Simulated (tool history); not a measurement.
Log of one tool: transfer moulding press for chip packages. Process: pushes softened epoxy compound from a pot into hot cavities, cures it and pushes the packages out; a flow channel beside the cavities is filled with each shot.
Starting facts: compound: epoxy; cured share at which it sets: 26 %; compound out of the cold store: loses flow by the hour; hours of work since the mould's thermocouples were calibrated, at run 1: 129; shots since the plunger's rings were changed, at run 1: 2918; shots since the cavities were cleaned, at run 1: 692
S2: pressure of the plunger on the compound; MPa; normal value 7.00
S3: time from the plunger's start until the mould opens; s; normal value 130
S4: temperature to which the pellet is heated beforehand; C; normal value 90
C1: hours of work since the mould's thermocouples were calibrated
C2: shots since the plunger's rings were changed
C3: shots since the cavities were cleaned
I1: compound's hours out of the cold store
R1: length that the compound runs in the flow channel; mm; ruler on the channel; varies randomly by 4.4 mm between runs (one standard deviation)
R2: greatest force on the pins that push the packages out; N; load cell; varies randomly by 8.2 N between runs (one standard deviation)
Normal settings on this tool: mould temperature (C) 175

Run 1, hour 0.0: usual settings; C1 129; C2 2918; C3 692; I1 26.5. Result: R1 588 mm, R2 550 N.
At hour 30.2: cavities cleaned with cleaning compound and waxed.
Run 2, hour 38.6: usual settings; C1 148; C2 3184; C3 61; I1 35.7. Result: R1 562 mm, R2 740 N.
Run 3, hour 67.9: usual settings; C1 163; C2 3394; C3 271; I1 11.5. Result: R1 624 mm, R2 738 N.
Run 4, hour 112.3: usual settings; C1 185; C2 3713; C3 590; I1 46.2. Result: R1 539 mm, R2 717 N.
At hour 124.4: cavities cleaned with cleaning compound and waxed, once more.
Run 5, hour 175.5: usual settings but S3 129 s; C1 217; C2 4156; C3 367; I1 19.7. Result: R1 605 mm, R2 526 N.
At hour 222.2: plunger's sealing rings changed.
Run 6, hour 235.4: usual settings but S3 129 s; C1 246; C2 94; C3 779; I1 11.1. Result: R1 649 mm, R2 625 N.
At hour 255.4: cavities cleaned with cleaning compound and waxed.
Run 7, hour 263.6: usual settings but S3 129 s; C1 260; C2 286; C3 58; I1 33.2. Result: R1 585 mm, R2 405 N.
Run 8, hour 289.1: usual settings but S3 129 s; C1 273; C2 469; C3 241; I1 26.0. Result: R1 601 mm, R2 480 N.
Run 9, hour 320.6: usual settings but S3 129 s; C1 289; C2 696; C3 468; I1 28.8. Result: R1 601 mm, R2 566 N.
Run 10, hour 366.6: usual settings but S3 129 s; C1 313; C2 1026; C3 798; I1 47.5. Result: R1 549 mm, R2 581 N.
At hour 381.1: cavities cleaned with cleaning compound and waxed.
Run 11, hour 418.6: usual settings but S3 129 s; C1 338; C2 1389; C3 270; I1 33.5. Result: R1 578 mm, R2 476 N.
Run 12, hour 444.6: usual settings but S2 6.32 MPa, S3 129 s; C1 352; C2 1576; C3 457; I1 24.7. Result: R1 565 mm, R2 534 N.
Run 13, hour 474.6: usual settings but mould temperature (C) 181, S2 6.32 MPa, S3 129 s; C1 367; C2 1791; C3 672; I1 29.8. Result: R1 543 mm, R2 499 N.
At hour 510.2: cavities cleaned with cleaning compound and waxed.
Run 14, hour 515.2: usual settings but mould temperature (C) 168, S2 6.32 MPa, S3 129 s; C1 387; C2 2071; C3 36; I1 33.7. Result: R1 558 mm, R2 598 N.
Run 15, hour 545.0: usual settings but mould temperature (C) 168, S2 6.32 MPa, S3 129 s; C1 402; C2 2285; C3 250; I1 15.3. Result: R1 602 mm, R2 757 N.
Run 16, hour 590.5: usual settings but mould temperature (C) 168, S2 6.32 MPa, S3 129 s; C1 426; C2 2612; C3 577; I1 26.8. Result: R1 573 mm, R2 902 N.
Run 17, hour 619.7: usual settings but mould temperature (C) 168, S2 6.32 MPa, S3 129 s; C1 441; C2 2822; C3 787; I1 42.3. Result: R1 541 mm, R2 926 N.
At hour 635.9: cavities cleaned with cleaning compound and waxed.
Run 18, hour 651.5: usual settings but mould temperature (C) 168, S2 6.32 MPa, S3 133 s; C1 456; C2 3040; C3 112; I1 44.5. Result: R1 527 mm, R2 618 N.
Run 19, hour 681.4: usual settings but mould temperature (C) 178, S2 8.72 MPa, S4 82 C; C1 471; C2 3254; C3 326; I1 25.9. Result: R1 646 mm, R2 460 N.
Run 20, hour 719.4: usual settings but mould temperature (C) 173, S2 8.72 MPa, S3 124 s, S4 82 C; C1 491; C2 3527; C3 599; I1 31.0. Result: R1 641 mm, R2 691 N.
Run 21, hour 748.4: usual settings but mould temperature (C) 168, S2 7.52 MPa, S3 149 s, S4 91 C; C1 506; C2 3735; C3 807; I1 29.4. Result: R1 611 mm, R2 736 N.
At hour 762.2: cavities cleaned with cleaning compound and waxed.
Run 22, hour 793.6: usual settings but mould temperature (C) 168, S2 6.53 MPa, S3 113 s, S4 81 C; C1 528; C2 4049; C3 225; I1 46.9. Result: R1 524 mm, R2 955 N.
Run 23, hour 823.8: usual settings but mould temperature (C) 168, S2 6.53 MPa, S3 113 s, S4 81 C; C1 544; C2 4266; C3 442; I1 33.7. Result: R1 555 mm, R2 1166 N.
At hour 857.4: plunger's sealing rings changed.
Run 24, hour 864.5: usual settings but mould temperature (C) 176, S4 96 C; C1 563; C2 51; C3 716; I1 37.0. Result: R1 585 mm, R2 560 N.
At hour 871.7: mould's thermocouples calibrated.
At hour 892.9: cavities cleaned with cleaning compound and waxed.
Run 25, hour 929.8: usual settings but S2 6.47 MPa, S3 166 s; C1 29; C2 495; C3 265; I1 20.5. Result: R1 592 mm, R2 416 N.
Run 26, hour 977.3: usual settings but mould temperature (C) 174, S3 134 s, S4 85 C; C1 53; C2 836; C3 606; I1 16.0. Result: R1 631 mm, R2 594 N.
Run 27, hour 1006.1: usual settings but mould temperature (C) 174, S2 5.79 MPa, S3 134 s, S4 85 C; C1 68; C2 1043; C3 813; I1 46.3. Result: R1 504 mm, R2 601 N.
At hour 1020.0: cavities cleaned with cleaning compound and waxed.
Run 28, hour 1040.7: usual settings but mould temperature (C) 173, S3 148 s; C1 85; C2 1280; C3 148; I1 28.7. Result: R1 599 mm, R2 415 N.
Run 29, hour 1088.6: usual settings but mould temperature (C) 173, S3 148 s; C1 109; C2 1624; C3 492; I1 45.2. Result: R1 554 mm, R2 504 N.

What differs in the tool's unlogged condition from the final listed run ahead of each entry between runs to the first listed run following it?
Run 1 -> run 2: cavities cleaned with cleaning compound and waxed (hour 30.2)
  true mould temperature over the reading, C: 0.04 -> 0.03; pressure that reaches the compound, % of what is set: 94.04 -> 93.43; grip of the stained cavities, % over clean ones': 60.4 -> 109.4
  the result without the hidden state subtracted from the measured one, R1: -18 -> -20 mm; R2: +207 -> +386 N
Run 4 -> run 5: cavities cleaned with cleaning compound and waxed, once more (hour 124.4)
  true mould temperature over the reading, C: -0.01 -> -0.04; pressure that reaches the compound, % of what is set: 92.23 -> 91.24; grip of the stained cavities, % over clean ones': 101.4 -> 42
  the result without the hidden state subtracted from the measured one, R1: -22 -> -28 mm; R2: +361 -> +155 N
Run 5 -> run 6: plunger's sealing rings changed (hour 222.2)
  true mould temperature over the reading, C: -0.04 -> -0.08; pressure that reaches the compound, % of what is set: 91.24 -> 99.72; grip of the stained cavities, % over clean ones': 42 -> 67.7
  the result without the hidden state subtracted from the measured one, R1: -28 -> -1 mm; R2: +155 -> +253 N
Run 6 -> run 7: cavities cleaned with cleaning compound and waxed (hour 255.4)
  true mould temperature over the reading, C: -0.08 -> -0.09; pressure that reaches the compound, % of what is set: 99.72 -> 99.26; grip of the stained cavities, % over clean ones': 67.7 -> 12.3
  the result without the hidden state subtracted from the measured one, R1: -1 -> -2 mm; R2: +253 -> +46 N
Run 10 -> run 11: cavities cleaned with cleaning compound and waxed (hour 381.1)
  true mould temperature over the reading, C: -0.15 -> -0.17; pressure that reaches the compound, % of what is set: 97.58 -> 96.66; grip of the stained cavities, % over clean ones': 69.9 -> 33.3
  the result without the hidden state subtracted from the measured one, R1: -6 -> -9 mm; R2: +241 -> +121 N
Run 13 -> run 14: cavities cleaned with cleaning compound and waxed (hour 510.2)
  true mould temperature over the reading, C: -0.2 -> -0.22; pressure that reaches the compound, % of what is set: 95.74 -> 95.14; grip of the stained cavities, % over clean ones': 61.9 -> 5.4
  the result without the hidden state subtracted from the measured one, R1: -11 -> -14 mm; R2: +192 -> +40 N
Run 17 -> run 18: cavities cleaned with cleaning compound and waxed (hour 635.9)
  true mould temperature over the reading, C: -0.27 -> -0.29; pressure that reaches the compound, % of what is set: 93.41 -> 92.89; grip of the stained cavities, % over clean ones': 66.4 -> 17.1
  the result without the hidden state subtracted from the measured one, R1: -18 -> -20 mm; R2: +381 -> +102 N
Run 21 -> run 22: cavities cleaned with cleaning compound and waxed (hour 762.2)
  true mould temperature over the reading, C: -0.34 -> -0.36; pressure that reaches the compound, % of what is set: 91.34 -> 90.62; grip of the stained cavities, % over clean ones': 69.6 -> 30.8
  the result without the hidden state subtracted from the measured one, R1: -27 -> -25 mm; R2: +310 -> +245 N
Run 23 -> run 24: plunger's sealing rings changed (hour 857.4)
  true mould temperature over the reading, C: -0.38 -> -0.4; pressure that reaches the compound, % of what is set: 90.14 -> 99.61; grip of the stained cavities, % over clean ones': 49.1 -> 64.4
  the result without the hidden state subtracted from the measured one, R1: -28 -> +0 mm; R2: +406 -> +223 N
Run 24 -> run 25: mould's thermocouples calibrated (hour 871.7); cavities cleaned with cleaning compound and waxed (hour 892.9)
  true mould temperature over the reading, C: -0.4 -> -0.1; pressure that reaches the compound, % of what is set: 99.61 -> 98.73; grip of the stained cavities, % over clean ones': 64.4 -> 35.1
  the result without the hidden state subtracted from the measured one, R1: +0 -> -3 mm; R2: +223 -> +107 N
Run 27 -> run 28: cavities cleaned with cleaning compound and waxed (hour 1020.0)
  true mould temperature over the reading, C: -0.14 -> -0.16; pressure that reaches the compound, % of what is set: 97.53 -> 97.05; grip of the stained cavities, % over clean ones': 70.4 -> 19.6
  the result without the hidden state subtracted from the measured one, R1: -6 -> -9 mm; R2: +254 -> +70 N
